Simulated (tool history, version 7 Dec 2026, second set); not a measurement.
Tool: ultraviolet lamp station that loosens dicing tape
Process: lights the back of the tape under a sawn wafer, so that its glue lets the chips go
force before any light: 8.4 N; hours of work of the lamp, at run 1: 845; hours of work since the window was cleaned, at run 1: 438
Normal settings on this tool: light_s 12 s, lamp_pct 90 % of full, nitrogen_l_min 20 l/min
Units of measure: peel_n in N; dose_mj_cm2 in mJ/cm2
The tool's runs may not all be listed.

run     day  light_s  lamp_pct  nitrogen_l_min  hours of work of the lamp  hours of work since the window was cleaned  peel_n  dose_mj_cm2
  1   0.000       12        90              20                        845                                         438   1.211          468
  2   1.617       12        90              20                        875                                         468   1.231          454
  3   3.058       12        90              20                        903                                         495   1.277          452
      4.258  -- window cleaned of glue's vapour
  4   4.504       12        87              20                        930                                           5   1.509          403
  5   5.971       12        87              20                        957                                          32   1.607          400
  6   7.254       12        87              20                        981                                          57   1.658          395
  7   9.121       12        90              12                       1017                                          92   2.148          400
  8  10.650       14        78              26                       1046                                         121   1.377          396
  9  12.412       14        78              26                       1079                                         154   1.382          397
 10  13.712       14        78              26                       1104                                         179   1.420          384
     15.092  -- window cleaned of glue's vapour, once more
 11  15.092       14        78              26                       1129                                           0   1.011          472
 12  16.342       14        78              26                       1153                                          24   1.045          462
 13  18.133        8        66              14                       1187                                          57   3.827          222

5 ways to go on from here, each from the tool as it stands after run 13. What would each give?
  A  19.167        7        93               8                       1206                                          77       ?            ?
  B  19.167        7        90              20                       1206                                          77       ?            ?
  C  19.167       13        90              20                       1206                                          77       ?            ?
  D  19.167       14        96              17                       1206                                          77       ?            ?
  E  19.167        8        66               9                       1206                                          77       ?            ?

run  peel_n  dose_mj_cm2
  A   3.954          267
  B   2.903          260
  C   1.117          480
  D   1.004          550
  E   4.350          219
Take away the tool's hidden state, keep each run's random variation, and the runs would have read:
run  peel_n  dose_mj_cm2
  A   2.774          394
  B   1.762          382
  C   0.490          705
  D   0.423          811
  E   3.210          322
